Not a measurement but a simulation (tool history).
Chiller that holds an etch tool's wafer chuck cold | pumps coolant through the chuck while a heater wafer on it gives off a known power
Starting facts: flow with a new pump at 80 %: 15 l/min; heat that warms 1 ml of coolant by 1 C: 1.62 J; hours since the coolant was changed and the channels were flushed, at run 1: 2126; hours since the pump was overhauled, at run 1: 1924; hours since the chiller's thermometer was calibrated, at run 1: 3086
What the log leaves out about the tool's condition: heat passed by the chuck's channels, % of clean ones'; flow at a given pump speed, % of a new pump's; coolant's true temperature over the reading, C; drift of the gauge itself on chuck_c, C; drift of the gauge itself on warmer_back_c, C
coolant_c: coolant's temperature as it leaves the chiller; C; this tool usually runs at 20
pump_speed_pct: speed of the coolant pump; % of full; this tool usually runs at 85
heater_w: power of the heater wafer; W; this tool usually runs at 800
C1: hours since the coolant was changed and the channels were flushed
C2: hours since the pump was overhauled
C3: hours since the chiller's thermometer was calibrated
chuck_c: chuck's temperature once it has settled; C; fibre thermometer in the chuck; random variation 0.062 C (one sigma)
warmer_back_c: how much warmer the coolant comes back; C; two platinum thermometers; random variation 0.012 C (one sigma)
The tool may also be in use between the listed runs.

{"run": 1, "hour": 0.0, "coolant_c": 20, "pump_speed_pct": 85, "heater_w": 800, "C1": 2126, "C2": 1924, "C3": 3086, "chuck_c": 25.24, "warmer_back_c": 1.84}
{"run": 2, "hour": 49.6, "coolant_c": 20, "pump_speed_pct": 63, "heater_w": 800, "C1": 2176, "C2": 1974, "C3": 3135, "chuck_c": 26.74, "warmer_back_c": 2.6}
{"run": 3, "hour": 80.7, "coolant_c": 20, "pump_speed_pct": 85, "heater_w": 736, "C1": 2207, "C2": 2005, "C3": 3166, "chuck_c": 24.76, "warmer_back_c": 1.7}
{"run": 4, "hour": 116.3, "coolant_c": 20, "pump_speed_pct": 85, "heater_w": 800, "C1": 2243, "C2": 2041, "C3": 3202, "chuck_c": 25.23, "warmer_back_c": 1.85}
{"run": 5, "hour": 160.0, "coolant_c": 20, "pump_speed_pct": 85, "heater_w": 800, "C1": 2286, "C2": 2084, "C3": 3246, "chuck_c": 25.23, "warmer_back_c": 1.86}
{"run": 6, "hour": 222.9, "coolant_c": 20, "pump_speed_pct": 98, "heater_w": 800, "C1": 2349, "C2": 2147, "C3": 3309, "chuck_c": 24.69, "warmer_back_c": 1.57}
{"run": 7, "hour": 254.2, "coolant_c": 20, "pump_speed_pct": 74, "heater_w": 800, "C1": 2380, "C2": 2179, "C3": 3340, "chuck_c": 25.81, "warmer_back_c": 2.17}
{"run": 8, "hour": 320.9, "coolant_c": 16, "pump_speed_pct": 85, "heater_w": 800, "C1": 2447, "C2": 2245, "C3": 3407, "chuck_c": 21.23, "warmer_back_c": 1.86}
{"run": 9, "hour": 381.1, "coolant_c": 20, "pump_speed_pct": 85, "heater_w": 800, "C1": 2507, "C2": 2306, "C3": 3467, "chuck_c": 25.23, "warmer_back_c": 1.87}
{"run": 10, "hour": 437.5, "coolant_c": 20, "pump_speed_pct": 85, "heater_w": 800, "C1": 2564, "C2": 2362, "C3": 3523, "chuck_c": 25.31, "warmer_back_c": 1.88}
{"run": 11, "hour": 500.8, "coolant_c": 20, "pump_speed_pct": 85, "heater_w": 800, "C1": 2627, "C2": 2425, "C3": 3587, "chuck_c": 25.23, "warmer_back_c": 1.87}
{"run": 12, "hour": 557.2, "coolant_c": 10, "pump_speed_pct": 85, "heater_w": 800, "C1": 2683, "C2": 2482, "C3": 3643, "chuck_c": 15.14, "warmer_back_c": 1.87}
{"run": 13, "hour": 593.3, "coolant_c": 12, "pump_speed_pct": 68, "heater_w": 458, "C1": 2720, "C2": 2518, "C3": 3679, "chuck_c": 15.61, "warmer_back_c": 1.41}
{"run": 14, "hour": 630.8, "coolant_c": 15, "pump_speed_pct": 94, "heater_w": 800, "C1": 2757, "C2": 2555, "C3": 3717, "chuck_c": 19.88, "warmer_back_c": 1.68}
{"run": 15, "hour": 682.0, "coolant_c": 20, "pump_speed_pct": 85, "heater_w": 413, "C1": 2808, "C2": 2606, "C3": 3768, "chuck_c": 22.66, "warmer_back_c": 1.0}
{"run": 16, "hour": 726.5, "coolant_c": 15, "pump_speed_pct": 82, "heater_w": 426, "C1": 2853, "C2": 2651, "C3": 3812, "chuck_c": 17.8, "warmer_back_c": 1.07}
{"run": 17, "hour": 779.2, "coolant_c": 13, "pump_speed_pct": 80, "heater_w": 716, "C1": 2905, "C2": 2704, "C3": 3865, "chuck_c": 17.9, "warmer_back_c": 1.83}
{"run": 18, "hour": 827.6, "coolant_c": 20, "pump_speed_pct": 98, "heater_w": 730, "C1": 2954, "C2": 2752, "C3": 3913, "chuck_c": 24.26, "warmer_back_c": 1.5}
{"run": 19, "hour": 867.6, "coolant_c": 24, "pump_speed_pct": 74, "heater_w": 1074, "C1": 2994, "C2": 2792, "C3": 3953, "chuck_c": 31.93, "warmer_back_c": 2.92}
{"run": 20, "hour": 910.9, "coolant_c": 24, "pump_speed_pct": 74, "heater_w": 1074, "C1": 3037, "C2": 2835, "C3": 3997, "chuck_c": 31.9, "warmer_back_c": 2.96}
{"run": 21, "hour": 953.6, "coolant_c": 24, "pump_speed_pct": 74, "heater_w": 1074, "C1": 3080, "C2": 2878, "C3": 4039, "chuck_c": 31.95, "warmer_back_c": 2.98}
{"run": 22, "hour": 993.1, "coolant_c": 24, "pump_speed_pct": 60, "heater_w": 512, "C1": 3119, "C2": 2917, "C3": 4079, "chuck_c": 28.56, "warmer_back_c": 1.83}
{"run": 23, "hour": 1023.9, "coolant_c": 17, "pump_speed_pct": 63, "heater_w": 800, "C1": 3150, "C2": 2948, "C3": 4110, "chuck_c": 23.79, "warmer_back_c": 2.67}
{"run": 24, "hour": 1090.8, "coolant_c": 20, "pump_speed_pct": 81, "heater_w": 800, "C1": 3217, "C2": 3015, "C3": 4177, "chuck_c": 25.48, "warmer_back_c": 2.03}

Predict each of these 4 candidate next runs independently; none follows another, all start after run 24:
{"run": "A", "hour": 1148.4, "coolant_c": 14, "pump_speed_pct": 67, "heater_w": 712, "C1": 3275, "C2": 3073, "C3": 4234, "chuck_c": "?", "warmer_back_c": "?"}
{"run": "B", "hour": 1148.4, "coolant_c": 20, "pump_speed_pct": 85, "heater_w": 814, "C1": 3275, "C2": 3073, "C3": 4234, "chuck_c": "?", "warmer_back_c": "?"}
{"run": "C", "hour": 1148.4, "coolant_c": 30, "pump_speed_pct": 81, "heater_w": 1086, "C1": 3275, "C2": 3073, "C3": 4234, "chuck_c": "?", "warmer_back_c": "?"}
{"run": "D", "hour": 1148.4, "coolant_c": 20, "pump_speed_pct": 61, "heater_w": 1122, "C1": 3275, "C2": 3073, "C3": 4234, "chuck_c": "?", "warmer_back_c": "?"}

run=A chuck_c=19.78 warmer_back_c=2.23
run=B chuck_c=25.33 warmer_back_c=1.95
run=C chuck_c=37.42 warmer_back_c=2.74
run=D chuck_c=29.71 warmer_back_c=3.86
Without the tool's unlogged condition, the same runs would have read:
run=A chuck_c=19.78 warmer_back_c=2.13
run=B chuck_c=25.33 warmer_back_c=1.86
run=C chuck_c=37.42 warmer_back_c=2.65
run=D chuck_c=29.71 warmer_back_c=3.77
